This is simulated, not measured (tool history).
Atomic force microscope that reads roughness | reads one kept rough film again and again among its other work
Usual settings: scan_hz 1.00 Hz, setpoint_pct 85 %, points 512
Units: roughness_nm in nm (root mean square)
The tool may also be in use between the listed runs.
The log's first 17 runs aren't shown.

At day 7.533: height scale calibrated on a step standard, once more.
At day 7.917: new tip fitted.
Run 18, day 7.975: usual settings but scan_hz 2.77 Hz, points 476. Result: roughness_nm 4.464 nm (root mean square).
Run 19, day 8.338: usual settings but scan_hz 0.73 Hz, setpoint_pct 67 %, points 314. Result: roughness_nm 5.238 nm (root mean square).
Run 20, day 8.908: usual settings but scan_hz 0.73 Hz, setpoint_pct 90 %, points 264. Result: roughness_nm 4.842 nm (root mean square).
Run 21, day 9.483: usual settings but setpoint_pct 90 %. Result: roughness_nm 4.561 nm (root mean square).
Run 22, day 9.800: usual settings but setpoint_pct 90 %, points 439. Result: roughness_nm 4.480 nm (root mean square).
Run 23, day 10.104: usual settings but scan_hz 0.65 Hz, setpoint_pct 75 %. Result: roughness_nm 4.762 nm (root mean square).
Run 24, day 10.512: usual settings but setpoint_pct 70 %. Result: roughness_nm 4.616 nm (root mean square).
Run 25, day 10.967: usual settings but scan_hz 1.20 Hz, setpoint_pct 81 %, points 414. Result: roughness_nm 4.296 nm (root mean square).
Run 26, day 11.350: usual settings but scan_hz 1.15 Hz, setpoint_pct 81 %, points 379. Result: roughness_nm 4.247 nm (root mean square).
Run 27, day 11.592: usual settings but scan_hz 3.30 Hz, setpoint_pct 83 %, points 369. Result: roughness_nm 3.655 nm (root mean square).
At day 11.879: new tip fitted.
Run 28, day 11.933: usual settings but scan_hz 1.19 Hz, setpoint_pct 66 %, points 883. Result: roughness_nm 5.285 nm (root mean square).
Run 29, day 12.250: usual settings but scan_hz 0.54 Hz, setpoint_pct 83 %, points 627. Result: roughness_nm 5.203 nm (root mean square).
Run 30, day 12.558: usual settings but scan_hz 2.78 Hz, setpoint_pct 63 %, points 480. Result: roughness_nm 4.924 nm (root mean square).
Run 31, day 12.871: usual settings but scan_hz 1.64 Hz, points 289. Result: roughness_nm 4.539 nm (root mean square).
Run 32, day 13.333: usual settings but scan_hz 1.64 Hz, points 289. Result: roughness_nm 4.462 nm (root mean square).
Run 33, day 13.779: usual settings but scan_hz 1.64 Hz, points 289. Result: roughness_nm 4.355 nm (root mean square).
Run 34, day 14.188: usual settings but scan_hz 3.15 Hz, setpoint_pct 73 %, points 289. Result: roughness_nm 4.237 nm (root mean square).

4 ways to go on from here, each from the tool as it stands after run 34. What would each give?
Run A, day 14.512: usual settings but scan_hz 1.24 Hz, setpoint_pct 74 %, points 341. Result: roughness_nm ?.
Run B, day 14.512: usual settings but scan_hz 3.10 Hz, points 655. Result: roughness_nm ?.
Run C, day 14.512: usual settings but scan_hz 1.99 Hz, setpoint_pct 59 %, points 760. Result: roughness_nm ?.
Run D, day 14.512: usual settings but scan_hz 3.15 Hz, setpoint_pct 73 %, points 535. Result: roughness_nm ?.

run  roughness_nm
  A         4.500
  B         3.791
  C         4.589
  D         4.167
Without the tool's hidden state the same runs would have given:
run  roughness_nm
  A         5.228
  B         4.405
  C         5.332
  D         4.841

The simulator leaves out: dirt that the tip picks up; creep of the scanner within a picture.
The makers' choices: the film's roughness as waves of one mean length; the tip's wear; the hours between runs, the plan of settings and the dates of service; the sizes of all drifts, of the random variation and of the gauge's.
